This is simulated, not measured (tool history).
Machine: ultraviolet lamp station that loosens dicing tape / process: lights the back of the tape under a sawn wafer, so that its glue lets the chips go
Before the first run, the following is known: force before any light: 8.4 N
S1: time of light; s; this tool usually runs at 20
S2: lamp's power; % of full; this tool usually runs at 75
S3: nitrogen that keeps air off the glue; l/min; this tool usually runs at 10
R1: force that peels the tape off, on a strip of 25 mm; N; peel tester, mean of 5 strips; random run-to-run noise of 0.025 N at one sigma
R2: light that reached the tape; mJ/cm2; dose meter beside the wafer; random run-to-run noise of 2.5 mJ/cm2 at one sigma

{"run": 1, "hour": 0.0, "S1": 20, "S2": 75, "S3": 10, "R1": 1.371, "R2": 288}
{"run": 2, "hour": 12.6, "S1": 20, "S2": 75, "S3": 10, "R1": 1.331, "R2": 277}
{"run": 3, "hour": 29.2, "S1": 20, "S2": 75, "S3": 18, "R1": 1.143, "R2": 280}
{"run": 4, "hour": 60.0, "S1": 38, "S2": 75, "S3": 10, "R1": 0.442, "R2": 534}
{"run": 5, "hour": 85.9, "S1": 20, "S2": 75, "S3": 10, "R1": 1.368, "R2": 277}
{"run": 6, "hour": 111.0, "S1": 20, "S2": 75, "S3": 10, "R1": 1.399, "R2": 278}
{"run": 7, "hour": 135.8, "S1": 20, "S2": 75, "S3": 10, "R1": 1.395, "R2": 275}
{"run": 8, "hour": 151.1, "S1": 20, "S2": 75, "S3": 10, "R1": 1.415, "R2": 275}
{"run": 9, "hour": 174.1, "S1": 20, "S2": 61, "S3": 10, "R1": 1.931, "R2": 220}
{"run": 10, "hour": 202.6, "S1": 20, "S2": 71, "S3": 10, "R1": 1.624, "R2": 261}
{"run": 11, "hour": 221.8, "S1": 39, "S2": 75, "S3": 10, "R1": 0.439, "R2": 528}
{"run": 12, "hour": 245.1, "S1": 39, "S2": 75, "S3": 10, "R1": 0.449, "R2": 527}
{"run": 13, "hour": 259.3, "S1": 39, "S2": 75, "S3": 10, "R1": 0.437, "R2": 528}
{"run": 14, "hour": 280.8, "S1": 20, "S2": 93, "S3": 10, "R1": 1.033, "R2": 327}
{"run": 15, "hour": 311.8, "S1": 20, "S2": 68, "S3": 10, "R1": 1.735, "R2": 237}
{"run": 16, "hour": 341.8, "S1": 20, "S2": 75, "S3": 19, "R1": 1.202, "R2": 262}
{"run": 17, "hour": 369.7, "S1": 20, "S2": 75, "S3": 5, "R1": 2.168, "R2": 261}
{"run": 18, "hour": 394.3, "S1": 20, "S2": 75, "S3": 5, "R1": 1.991, "R2": 259}
{"run": 19, "hour": 423.0, "S1": 20, "S2": 75, "S3": 5, "R1": 2.056, "R2": 262}
{"run": 20, "hour": 436.7, "S1": 20, "S2": 75, "S3": 5, "R1": 2.079, "R2": 260}
{"run": 21, "hour": 453.2, "S1": 20, "S2": 75, "S3": 5, "R1": 2.127, "R2": 254}
{"run": 22, "hour": 468.0, "S1": 24, "S2": 75, "S3": 5, "R1": 1.618, "R2": 315}
{"run": 23, "hour": 482.3, "S1": 14, "S2": 69, "S3": 8, "R1": 2.869, "R2": 169}
{"run": 24, "hour": 503.2, "S1": 20, "S2": 90, "S3": 20, "R1": 0.934, "R2": 303}
{"run": 25, "hour": 519.6, "S1": 33, "S2": 81, "S3": 14, "R1": 0.502, "R2": 463}
{"run": 26, "hour": 542.3, "S1": 15, "S2": 75, "S3": 4, "R1": 3.134, "R2": 193}
{"run": 27, "hour": 558.7, "S1": 15, "S2": 75, "S3": 4, "R1": 3.164, "R2": 189}
{"run": 28, "hour": 574.3, "S1": 15, "S2": 73, "S3": 7, "R1": 2.787, "R2": 182}
{"run": 29, "hour": 597.8, "S1": 20, "S2": 97, "S3": 10, "R1": 1.116, "R2": 325}
{"run": 30, "hour": 623.5, "S1": 20, "S2": 97, "S3": 10, "R1": 1.077, "R2": 321}
{"run": 31, "hour": 654.6, "S1": 20, "S2": 97, "S3": 10, "R1": 1.134, "R2": 319}
{"run": 32, "hour": 669.4, "S1": 27, "S2": 74, "S3": 9, "R1": 1.121, "R2": 324}
{"run": 33, "hour": 685.1, "S1": 12, "S2": 75, "S3": 12, "R1": 3.004, "R2": 149}
{"hour": 710.4, "done": "window cleaned of glue's vapour"}
{"run": 34, "hour": 714.5, "S1": 20, "S2": 71, "S3": 4, "R1": 2.344, "R2": 245}
{"run": 35, "hour": 727.2, "S1": 20, "S2": 80, "S3": 16, "R1": 1.173, "R2": 278}
{"run": 36, "hour": 744.3, "S1": 20, "S2": 80, "S3": 16, "R1": 1.169, "R2": 283}
{"run": 37, "hour": 762.3, "S1": 10, "S2": 94, "S3": 17, "R1": 2.452, "R2": 161}
{"run": 38, "hour": 788.9, "S1": 13, "S2": 99, "S3": 17, "R1": 1.648, "R2": 229}
{"run": 39, "hour": 817.6, "S1": 12, "S2": 75, "S3": 10, "R1": 2.97, "R2": 152}
{"run": 40, "hour": 847.2, "S1": 19, "S2": 75, "S3": 10, "R1": 1.758, "R2": 243}
{"run": 41, "hour": 868.7, "S1": 19, "S2": 75, "S3": 10, "R1": 1.717, "R2": 247}
{"run": 42, "hour": 895.2, "S1": 13, "S2": 79, "S3": 5, "R1": 3.277, "R2": 173}
{"run": 43, "hour": 914.9, "S1": 10, "S2": 74, "S3": 7, "R1": 4.058, "R2": 126}

4 ways to go on from here, each from the tool as it stands after run 43. What would each give?
{"run": "A", "hour": 938.7, "S1": 14, "S2": 75, "S3": 3, "R1": "?", "R2": "?"}
{"run": "B", "hour": 938.7, "S1": 12, "S2": 88, "S3": 7, "R1": "?", "R2": "?"}
{"run": "C", "hour": 938.7, "S1": 10, "S2": 69, "S3": 5, "R1": "?", "R2": "?"}
{"run": "D", "hour": 938.7, "S1": 16, "S2": 77, "S3": 4, "R1": "?", "R2": "?"}

run=A R1=3.685 R2=174
run=B R1=2.836 R2=177
run=C R1=4.318 R2=114
run=D R1=2.834 R2=207
Take away the tool's hidden state, keep each run's random variation, and the runs would have read:
run=A R1=3.12 R2=211
run=B R1=2.293 R2=214
run=C R1=3.791 R2=138
run=D R1=2.3 R2=251

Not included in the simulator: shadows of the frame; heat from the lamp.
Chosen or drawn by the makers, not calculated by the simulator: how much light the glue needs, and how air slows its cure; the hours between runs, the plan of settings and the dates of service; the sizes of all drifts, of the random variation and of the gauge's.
